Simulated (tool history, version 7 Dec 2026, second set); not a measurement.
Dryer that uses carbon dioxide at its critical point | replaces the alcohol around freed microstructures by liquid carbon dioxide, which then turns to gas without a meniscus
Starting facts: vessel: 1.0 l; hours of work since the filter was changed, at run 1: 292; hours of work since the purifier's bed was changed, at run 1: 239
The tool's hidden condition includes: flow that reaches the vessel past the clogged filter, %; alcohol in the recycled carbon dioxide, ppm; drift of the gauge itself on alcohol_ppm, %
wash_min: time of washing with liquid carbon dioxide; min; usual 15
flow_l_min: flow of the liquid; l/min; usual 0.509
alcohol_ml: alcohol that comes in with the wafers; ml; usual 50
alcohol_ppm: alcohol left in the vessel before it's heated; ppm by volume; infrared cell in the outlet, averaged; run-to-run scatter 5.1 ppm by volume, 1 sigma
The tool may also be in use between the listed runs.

run	hour	wash_min	flow_l_min	alcohol_ml	hours of work since the filter was changed	hours of work since the purifier's bed was changed	alcohol_ppm
1	0.0	15	0.509	50	292	239	171
2	16.1	15	0.725	50	303	251	117
3	43.2	15	0.725	50	322	269	139
4	70.6	15	0.725	50	340	288	143
5	92.9	14	0.509	50	356	303	244
6	109.0	15	0.509	50	367	314	214
7	124.4	15	0.852	50	377	325	150
8	148.7	15	0.852	50	394	342	157
9	164.9	15	0.852	50	405	353	162
10	181.3	15	0.852	50	417	364	165
11	203.5	15	0.852	50	432	379	179
12	224.2	15	0.509	50	446	394	236
13	245.5	13	0.519	24	461	408	261
14	267.3	13	0.519	24	476	423	252
# hour 276.1: inlet filter changed
15	290.4	13	0.519	24	10	438	248
16	311.4	10	0.473	33	24	453	655
17	323.6	10	0.509	50	33	461	684
18	337.2	10	0.509	50	42	470	715
19	364.7	13	0.631	50	61	489	252
# hour 388.1: purifier's bed changed
20	394.9	15	0.431	66	80	5	216
21	411.8	15	0.481	35	91	16	66
22	429.4	15	0.325	24	103	28	331
23	446.2	11	0.817	24	115	40	33

3 options for the next run, each taken on its own from the tool as it stands now. Forecast them:
A	472.9	9	0.664	42	133	58	?
B	472.9	15	0.846	57	133	58	?
C	472.9	11	0.600	31	133	58	?

run	alcohol_ppm
A	221
B	28
C	104
Without the tool's unlogged condition, the same runs would have read:
run	alcohol_ppm
A	174
B	1
C	69

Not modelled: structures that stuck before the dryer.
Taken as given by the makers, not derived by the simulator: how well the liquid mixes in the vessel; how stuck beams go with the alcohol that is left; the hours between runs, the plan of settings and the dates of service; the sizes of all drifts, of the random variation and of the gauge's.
